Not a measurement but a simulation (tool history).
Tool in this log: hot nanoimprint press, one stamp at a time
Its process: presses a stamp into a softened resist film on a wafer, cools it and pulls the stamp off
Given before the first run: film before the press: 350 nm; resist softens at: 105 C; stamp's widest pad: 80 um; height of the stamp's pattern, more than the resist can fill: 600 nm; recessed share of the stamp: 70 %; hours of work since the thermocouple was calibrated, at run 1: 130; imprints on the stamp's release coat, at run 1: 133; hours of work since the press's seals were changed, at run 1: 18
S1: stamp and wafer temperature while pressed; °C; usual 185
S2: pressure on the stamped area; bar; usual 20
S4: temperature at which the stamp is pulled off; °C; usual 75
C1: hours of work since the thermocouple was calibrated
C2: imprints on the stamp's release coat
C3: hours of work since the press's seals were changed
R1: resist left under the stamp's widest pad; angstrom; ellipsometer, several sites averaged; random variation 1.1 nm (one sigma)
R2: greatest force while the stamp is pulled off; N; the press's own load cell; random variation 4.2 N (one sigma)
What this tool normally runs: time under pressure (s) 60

Run 1, hour 0: usual settings; C1 130; C2 133; C3 18. Result: R1 1494 angstrom, R2 200 N.
Run 2, hour 30.8: usual settings; C1 147; C2 263; C3 35. Result: R1 1476 angstrom, R2 215 N.
Run 3, hour 84.7: usual settings; C1 177; C2 490; C3 65. Result: R1 1459 angstrom, R2 214 N.
Run 4, hour 133.6: usual settings but time under pressure (s) 62; C1 204; C2 697; C3 92. Result: R1 1449 angstrom, R2 220 N.
Run 5, hour 165.4: usual settings but time under pressure (s) 62; C1 222; C2 831; C3 110. Result: R1 1461 angstrom, R2 236 N.
Run 6, hour 237.4: usual settings but time under pressure (s) 62; C1 263; C2 1135; C3 151. Result: R1 1431 angstrom, R2 249 N.
At hour 259.9: plate thermocouple calibrated.
Run 7, hour 315.9: usual settings but time under pressure (s) 62; C1 31; C2 1454; C3 193. Result: R1 1418 angstrom, R2 257 N.
Run 8, hour 358: usual settings but time under pressure (s) 62; C1 55; C2 1632; C3 216. Result: R1 1406 angstrom, R2 268 N.
Run 9, hour 408.8: usual settings but time under pressure (s) 62; C1 83; C2 1846; C3 245. Result: R1 1414 angstrom, R2 272 N.
At hour 474.3: stamp cleaned and given a new release coat.
Run 10, hour 483.9: usual settings but time under pressure (s) 62; C1 122; C2 40; C3 284. Result: R1 1384 angstrom, R2 192 N.
Run 11, hour 526.6: usual settings but time under pressure (s) 62; C1 146; C2 221; C3 307. Result: R1 1387 angstrom, R2 200 N.
At hour 578.5: plate thermocouple calibrated, once more.
Run 12, hour 602: usual settings; C1 13; C2 526; C3 348. Result: R1 1547 angstrom, R2 219 N.
Run 13, hour 633.8: usual settings but S1 181 °C, time under pressure (s) 51; C1 31; C2 661; C3 366. Result: R1 1947 angstrom, R2 238 N.
Run 14, hour 673.4: usual settings but S1 192 °C, S4 73 °C; C1 53; C2 828; C3 388. Result: R1 1117 angstrom, R2 250 N.
Run 15, hour 705.1: usual settings but S1 192 °C, S4 73 °C; C1 71; C2 962; C3 406. Result: R1 1114 angstrom, R2 260 N.
Run 16, hour 762.7: usual settings but S1 192 °C, S4 73 °C; C1 103; C2 1205; C3 438. Result: R1 1103 angstrom, R2 260 N.
Run 17, hour 818.9: usual settings but S1 176 °C, S2 17.6 bar, time under pressure (s) 56, S4 77 °C; C1 135; C2 1442; C3 469. Result: R1 2390 angstrom, R2 251 N.
Run 18, hour 862.6: usual settings but S2 17.4 bar, S4 64 °C; C1 159; C2 1627; C3 494. Result: R1 1594 angstrom, R2 344 N.
Run 19, hour 903: usual settings but S2 15.8 bar; C1 182; C2 1798; C3 516. Result: R1 1665 angstrom, R2 287 N.
Run 20, hour 946.7: usual settings but S1 186 °C, S2 12.3 bar, time under pressure (s) 85, S4 77 °C; C1 206; C2 1982; C3 541. Result: R1 1546 angstrom, R2 268 N.
At hour 979.2: stamp cleaned and given a new release coat.
Run 21, hour 996.5: usual settings but S1 174 °C, S2 12.8 bar, time under pressure (s) 50, S4 62 °C; C1 231; C2 73; C3 565. Result: R1 2767 angstrom, R2 265 N.
Run 22, hour 1048.5: usual settings but S1 184 °C, time under pressure (s) 51; C1 260; C2 293; C3 595. Result: R1 1648 angstrom, R2 211 N.
At hour 1075: plate thermocouple calibrated.
Run 23, hour 1124.9: usual settings but S1 174 °C, time under pressure (s) 55; C1 28; C2 603; C3 636. Result: R1 2523 angstrom, R2 241 N.
Run 24, hour 1179.7: usual settings but S1 174 °C, time under pressure (s) 55; C1 59; C2 834; C3 666. Result: R1 2514 angstrom, R2 244 N.

3 options for the next run, each taken on its own from the tool as it stands now. Forecast them:
Run A, hour 1237.8: usual settings but S2 31 bar; C1 91; C2 1079; C3 699. Result: R1 ?, R2 ?.
Run B, hour 1237.8: usual settings but S1 184 °C, S2 27.5 bar, time under pressure (s) 55; C1 91; C2 1079; C3 699. Result: R1 ?, R2 ?.
Run C, hour 1237.8: usual settings but S4 72 °C; C1 91; C2 1079; C3 699. Result: R1 ?, R2 ?.

run    R1   R2
  A  1275  250
  B  1461  246
  C  1538  273
Stripped of hidden state, with their random variation kept, the same runs would have yielded:
run    R1   R2
  A  1245  201
  B  1436  198
  C  1529  219
